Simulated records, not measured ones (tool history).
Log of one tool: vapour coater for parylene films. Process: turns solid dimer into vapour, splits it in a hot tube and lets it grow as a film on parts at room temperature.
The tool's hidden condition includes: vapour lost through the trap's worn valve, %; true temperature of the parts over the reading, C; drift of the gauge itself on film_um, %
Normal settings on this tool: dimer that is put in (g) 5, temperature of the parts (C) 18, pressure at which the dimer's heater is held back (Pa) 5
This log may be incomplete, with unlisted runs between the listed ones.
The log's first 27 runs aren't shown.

| run | hour | dimer that is put in (g) | temperature of the parts (C) | pressure at which the dimer's heater is held back (Pa) | hours of work since the trap's valve was overhauled | hours of work since the table's thermometer was calibrated | thickness of the film (µm) |
|---|---|---|---|---|---|---|---|
| 28 | 1057.7 | 7 | 20 | 3.76 | 534 | 995 | 2.23 |
| 29 | 1086.8 | 4 | 18 | 6.47 | 557 | 1018 | 1.28 |
|  | 1106.4 | trap's valve overhauled |
| 30 | 1112.7 | 8 | 12 | 2.28 | 5 | 1036 | 3.57 |
| 31 | 1140.1 | 8 | 12 | 2.28 | 27 | 1057 | 3.53 |
| 32 | 1175.2 | 5 | 18 | 2.45 | 55 | 1085 | 1.88 |
| 33 | 1197.3 | 3 | 10 | 5.39 | 72 | 1103 | 1.33 |
| 34 | 1236.7 | 2 | 23 | 9.92 | 103 | 1134 | 0.5 |
| 35 | 1259.6 | 6 | 21 | 6.55 | 122 | 1152 | 1.67 |
| 36 | 1298.8 | 6 | 14 | 5 | 153 | 1183 | 2.43 |
| 37 | 1325.8 | 3 | 18 | 11.82 | 174 | 1205 | 0.88 |
| 38 | 1351.6 | 5 | 17 | 5.09 | 194 | 1225 | 1.77 |
| 39 | 1373.6 | 2 | 19 | 5.09 | 212 | 1242 | 0.63 |
| 40 | 1413.1 | 3 | 12 | 4.37 | 243 | 1274 | 1.31 |
| 41 | 1438.7 | 8 | 14 | 4.68 | 264 | 1294 | 3.29 |
| 42 | 1473 | 8 | 14 | 4.68 | 291 | 1321 | 3.28 |
| 43 | 1500.9 | 8 | 14 | 4.68 | 313 | 1343 | 3.25 |
| 44 | 1531 | 8 | 14 | 4.68 | 337 | 1367 | 3.29 |
| 45 | 1562.4 | 5 | 28 | 4.06 | 362 | 1392 | 1.11 |
| 46 | 1597.3 | 3 | 16 | 3.27 | 389 | 1420 | 1.18 |
| 47 | 1623 | 3 | 16 | 3.27 | 410 | 1440 | 1.17 |
| 48 | 1644 | 3 | 10 | 2.2 | 426 | 1457 | 1.34 |

What if the next run were any one of these 3? Each begins from the tool's condition after run 48:
| A | 1692.3 | 7 | 14 | 5 | 465 | 1495 | ? |
| B | 1692.3 | 5 | 12 | 3.51 | 465 | 1495 | ? |
| C | 1692.3 | 3 | 19 | 2.2 | 465 | 1495 | ? |

| run | thickness of the film (µm) |
|---|---|
| A | 2.83 |
| B | 2.23 |
| C | 1.07 |
With the hidden condition removed and each run's random variation left untouched, the same runs would have given:
| run | thickness of the film (µm) |
|---|---|
| A | 2.84 |
| B | 2.24 |
| C | 1.07 |
